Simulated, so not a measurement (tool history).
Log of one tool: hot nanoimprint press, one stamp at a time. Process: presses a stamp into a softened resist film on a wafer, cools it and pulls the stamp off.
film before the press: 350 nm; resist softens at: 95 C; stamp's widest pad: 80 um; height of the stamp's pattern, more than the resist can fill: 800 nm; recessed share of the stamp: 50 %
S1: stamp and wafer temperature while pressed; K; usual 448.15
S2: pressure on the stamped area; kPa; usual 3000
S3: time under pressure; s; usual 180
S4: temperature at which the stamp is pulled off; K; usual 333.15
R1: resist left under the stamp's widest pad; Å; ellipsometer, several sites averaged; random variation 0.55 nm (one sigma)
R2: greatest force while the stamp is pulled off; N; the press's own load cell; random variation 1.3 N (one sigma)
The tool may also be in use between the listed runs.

Run 1, day 0.000: usual settings. Result: R1 1983 Å, R2 105 N.
Run 2, day 1.258: usual settings. Result: R1 1981 Å, R2 108 N.
Run 3, day 2.954: usual settings but S3 99 s. Result: R1 2334 Å, R2 111 N.
At day 3.917: stamp cleaned and given a new release coat.
Run 4, day 4.758: usual settings but S3 99 s. Result: R1 2336 Å, R2 92 N.
Run 5, day 5.979: usual settings but S3 99 s. Result: R1 2328 Å, R2 95 N.
Run 6, day 6.796: usual settings but S3 99 s. Result: R1 2314 Å, R2 98 N.
At day 7.383: plate thermocouple calibrated.
Run 7, day 8.133: usual settings. Result: R1 1945 Å, R2 96 N.
Run 8, day 9.142: usual settings. Result: R1 1933 Å, R2 98 N.
Run 9, day 10.421: usual settings. Result: R1 1926 Å, R2 101 N.
Run 10, day 12.008: usual settings. Result: R1 1922 Å, R2 102 N.
Run 11, day 13.121: usual settings. Result: R1 1918 Å, R2 103 N.
Run 12, day 13.921: usual settings. Result: R1 1920 Å, R2 109 N.
Run 13, day 14.696: usual settings. Result: R1 1911 Å, R2 110 N.
Run 14, day 15.608: usual settings. Result: R1 1910 Å, R2 107 N.
At day 16.254: stamp cleaned and given a new release coat.
At day 17.212: plate thermocouple calibrated, once more.
Run 15, day 17.762: usual settings but S2 3080 kPa. Result: R1 2068 Å, R2 94 N.
Run 16, day 19.554: usual settings but S2 3080 kPa. Result: R1 2049 Å, R2 98 N.
Run 17, day 20.733: usual settings but S2 3080 kPa. Result: R1 2044 Å, R2 99 N.
Run 18, day 22.400: usual settings but S1 446.15 K, S2 3080 kPa, S4 319.15 K. Result: R1 2163 Å, R2 127 N.
Run 19, day 23.921: usual settings but S1 446.15 K, S2 3080 kPa, S4 319.15 K. Result: R1 2159 Å, R2 130 N.
Run 20, day 24.888: usual settings but S1 442.15 K, S2 2860 kPa, S4 338.15 K. Result: R1 2470 Å, R2 98 N.
Run 21, day 26.525: usual settings but S2 2560 kPa, S3 346 s, S4 337.15 K. Result: R1 1829 Å, R2 104 N.
Run 22, day 27.492: usual settings but S2 4510 kPa, S4 327.15 K. Result: R1 1683 Å, R2 124 N.
At day 28.588: stamp cleaned and given a new release coat.
Run 23, day 29.471: usual settings but S2 2380 kPa, S4 327.15 K. Result: R1 2265 Å, R2 103 N.
Run 24, day 30.304: usual settings but S2 2380 kPa, S4 327.15 K. Result: R1 2258 Å, R2 106 N.
Run 25, day 32.117: usual settings but S4 332.15 K. Result: R1 2034 Å, R2 101 N.
Run 26, day 33.838: usual settings but S1 453.15 K, S2 4040 kPa. Result: R1 1522 Å, R2 99 N.
Run 27, day 35.383: usual settings but S1 450.15 K, S2 3010 kPa. Result: R1 1919 Å, R2 103 N.
Run 28, day 36.346: usual settings but S1 439.15 K, S2 1900 kPa. Result: R1 2930 Å, R2 105 N.
Run 29, day 37.854: usual settings but S1 446.15 K, S2 4040 kPa. Result: R1 1881 Å, R2 106 N.
Run 30, day 38.617: usual settings but S1 446.15 K, S2 4040 kPa, S3 277 s, S4 334.15 K. Result: R1 1638 Å, R2 109 N.
Run 31, day 39.483: usual settings but S1 460.15 K, S2 2870 kPa, S3 286 s, S4 332.15 K. Result: R1 1242 Å, R2 113 N.

Measured less the same run without the tool's hidden state. The same run-to-run variation is in both; the gauge's scatter may not be:
The hidden state here: true temperature over the reading, C; pressure that arrives at the usual setting, %; grip of the stamp's worn release coat, % over a new coat's; drift of the gauge itself on residual_nm, %; drift of the gauge itself on pull_off_n, %.
run    R1   R2
  1   -72  +12
  2   -76  +15
  3   -79  +18
  4   -84   -2
  5   -86   +1
  6   -88   +3
  7  -132   +3
  8  -135   +5
  9  -137   +7
 10  -141  +10
 11  -145  +12
 12  -146  +13
 13  -148  +15
 14  -150  +16
 15   +18   +2
 16   +13   +6
 17   +10   +7
 18    +5  +13
 19    +0  +16
 20    -7  +14
 21   -11  +17
 22    +9  +22
 23   -22   +1
 24   -24   +2
 25   -20   +5
 26    -5   +8
 27   -27  +11
 28   -40  +12
 29   -23  +15
 30   -22  +16
 31   -24  +18

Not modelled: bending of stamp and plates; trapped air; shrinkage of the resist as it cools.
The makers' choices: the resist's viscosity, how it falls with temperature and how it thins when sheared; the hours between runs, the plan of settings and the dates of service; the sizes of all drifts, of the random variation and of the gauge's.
